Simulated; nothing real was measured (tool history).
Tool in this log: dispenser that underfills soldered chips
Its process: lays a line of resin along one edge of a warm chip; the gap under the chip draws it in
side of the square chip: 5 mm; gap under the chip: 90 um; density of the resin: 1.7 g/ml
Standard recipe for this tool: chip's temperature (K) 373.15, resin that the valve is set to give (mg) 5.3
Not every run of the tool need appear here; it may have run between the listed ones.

run,day,chip's temperature (K),resin that the valve is set to give (mg),time until the resin shows at the far edge (s),resin that the valve gave (mg)
1,0,373.15,5.3,26.5,5.24
2,0.279,378.15,5.3,32.5,5.26
3,0.417,378.15,5.3,17.4,5.22
4,0.554,378.15,5.3,19.5,5.26
5,0.704,373.15,5.44,31,5.41
6,0.95,373.15,5.3,44.3,5.31
7,1.196,373.15,5.3,27.1,5.21
8,1.4,373.15,5.3,36.2,5.19
9,1.721,383.15,5.3,16.6,5.21
10,1.996,383.15,5.3,24.3,5.22
11,2.304,373.15,5.13,25.7,4.97
12,2.562,373.15,5.13,36.4,5.01
13,2.888,373.15,5.13,24.9,4.91
14,3.108,373.15,5.13,34.2,4.96
15,3.429,373.15,5.13,23.8,4.99
16,3.717,373.15,5.3,35.1,5.06
17,3.858,373.15,5.3,42.3,5.13
18,4.158,380.15,5.3,19.5,5.29
19,4.333,373.15,5.08,33.7,5.04
20,4.533,382.15,5.78,29.5,5.75
21,4.679,373.15,4.96,24.6,4.97
22,4.862,383.15,6.53,19.2,6.51
23,5.021,383.15,6.53,23.6,6.49
24,5.212,383.15,6.53,13.8,6.49
25,5.429,383.15,5.28,19.5,5.29
26,5.583,385.15,6.64,21.8,6.5
27,5.896,385.15,6.64,14.4,6.51
28,6.038,385.15,6.64,17.5,6.52
29,6.279,378.15,4.87,35.7,4.82
30,6.492,378.15,4.87,20.9,4.73
31,6.625,374.15,6.84,27.9,6.7
32,6.854,373.15,5.72,42,5.58
33,7.058,372.15,6.3,24.8,6.16
34,7.3,378.15,4.95,29.1,4.8
35,7.554,380.15,4.78,16.7,4.65

Between the runs listed above, the log contained 14 entries, not reproduced here. Where in the sequence does each belong, and how does what the log doesn't record of the tool's condition differ from the listed run before to the listed run after?
Runs 2 to 3: new syringe of resin (day 0.404)
  resin's viscosity, % of fresh resin's: 196.1 -> 101.9; dose that the valve gives, % of what is set: 99.57 -> 99.44; true chip temperature over the reading, C: -0.25 -> -0.23
  measured less the result without the state, time until the resin shows at the far edge (s): +16 -> +0.6; resin that the valve gave (mg): -0.02 -> -0.03
Runs 6 to 7: new syringe of resin (day 0.988)
  resin's viscosity, % of fresh resin's: 217.7 -> 131; dose that the valve gives, % of what is set: 98.93 -> 98.7; true chip temperature over the reading, C: -0.18 -> -0.16
  measured less the result without the state, time until the resin shows at the far edge (s): +24.1 -> +6.7; resin that the valve gave (mg): -0.06 -> -0.07
Runs 8 to 9: new syringe of resin (day 1.575)
  resin's viscosity, % of fresh resin's: 175.8 -> 124.8; dose that the valve gives, % of what is set: 98.5 -> 98.2; true chip temperature over the reading, C: -0.14 -> -0.12
  measured less the result without the state, time until the resin shows at the far edge (s): +15.8 -> +3.5; resin that the valve gave (mg): -0.08 -> -0.1
Runs 10 to 11: new syringe of resin (day 2.154)
  resin's viscosity, % of fresh resin's: 185.3 -> 123.6; dose that the valve gives, % of what is set: 97.9 -> 97.63; true chip temperature over the reading, C: -0.09 -> -0.07
  measured less the result without the state, time until the resin shows at the far edge (s): +11.6 -> +5.1; resin that the valve gave (mg): -0.11 -> -0.12
Runs 12 to 13: new syringe of resin (day 2.754)
  resin's viscosity, % of fresh resin's: 178.3 -> 121.2; dose that the valve gives, % of what is set: 97.38 -> 97.09; true chip temperature over the reading, C: -0.04 -> -0.01
  measured less the result without the state, time until the resin shows at the far edge (s): +16.2 -> +4.6; resin that the valve gave (mg): -0.14 -> -0.15
Runs 14 to 15: new syringe of resin (day 3.35)
  resin's viscosity, % of fresh resin's: 166.8 -> 112.9; dose that the valve gives, % of what is set: 96.86 -> 96.54; true chip temperature over the reading, C: 0.01 -> 0.04
  measured less the result without the state, time until the resin shows at the far edge (s): +13.9 -> +2.8; resin that the valve gave (mg): -0.16 -> -0.18
Runs 17 to 18: new syringe of resin (day 3.938); dispensing valve cleaned and set on the balance (day 3.979)
  resin's viscosity, % of fresh resin's: 207.8 -> 127.6; dose that the valve gives, % of what is set: 96.12 -> 100.21; true chip temperature over the reading, C: 0.07 -> 0.1
  measured less the result without the state, time until the resin shows at the far edge (s): +22 -> +4.1; resin that the valve gave (mg): -0.2 -> +0.01
Runs 20 to 21: new syringe of resin (day 4.571)
  resin's viscosity, % of fresh resin's: 217.6 -> 116.4; dose that the valve gives, % of what is set: 99.86 -> 99.73; true chip temperature over the reading, C: 0.13 -> 0.15
  measured less the result without the state, time until the resin shows at the far edge (s): +15.8 -> +3.3; resin that the valve gave (mg): -0.01 -> -0.02
Runs 23 to 24: new syringe of resin (day 5.158)
  resin's viscosity, % of fresh resin's: 189.2 -> 108; dose that the valve gives, % of what is set: 99.37 -> 99.18; true chip temperature over the reading, C: 0.18 -> 0.19
  measured less the result without the state, time until the resin shows at the far edge (s): +11 -> +0.9; resin that the valve gave (mg): -0.04 -> -0.05
Runs 26 to 27: new syringe of resin (day 5.733)
  resin's viscosity, % of fresh resin's: 183.7 -> 124.6; dose that the valve gives, % of what is set: 98.8 -> 98.52; true chip temperature over the reading, C: 0.23 -> 0.26
  measured less the result without the state, time until the resin shows at the far edge (s): +9.8 -> +2.7; resin that the valve gave (mg): -0.08 -> -0.1
Runs 29 to 30: new syringe of resin (day 6.333)
  resin's viscosity, % of fresh resin's: 215.7 -> 124.7; dose that the valve gives, % of what is set: 98.14 -> 97.94; true chip temperature over the reading, C: 0.29 -> 0.31
  measured less the result without the state, time until the resin shows at the far edge (s): +19.1 -> +4; resin that the valve gave (mg): -0.09 -> -0.1
Runs 32 to 33: new syringe of resin (day 6.921)
  resin's viscosity, % of fresh resin's: 208.5 -> 122; dose that the valve gives, % of what is set: 97.57 -> 97.37; true chip temperature over the reading, C: 0.34 -> 0.36
  measured less the result without the state, time until the resin shows at the far edge (s): +21.4 -> +4.2; resin that the valve gave (mg): -0.14 -> -0.16
Runs 34 to 35: new syringe of resin (day 7.512)
  resin's viscosity, % of fresh resin's: 172.5 -> 107.2; dose that the valve gives, % of what is set: 97.12 -> 96.9; true chip temperature over the reading, C: 0.38 -> 0.41
  measured less the result without the state, time until the resin shows at the far edge (s): +11.9 -> +1; resin that the valve gave (mg): -0.14 -> -0.14

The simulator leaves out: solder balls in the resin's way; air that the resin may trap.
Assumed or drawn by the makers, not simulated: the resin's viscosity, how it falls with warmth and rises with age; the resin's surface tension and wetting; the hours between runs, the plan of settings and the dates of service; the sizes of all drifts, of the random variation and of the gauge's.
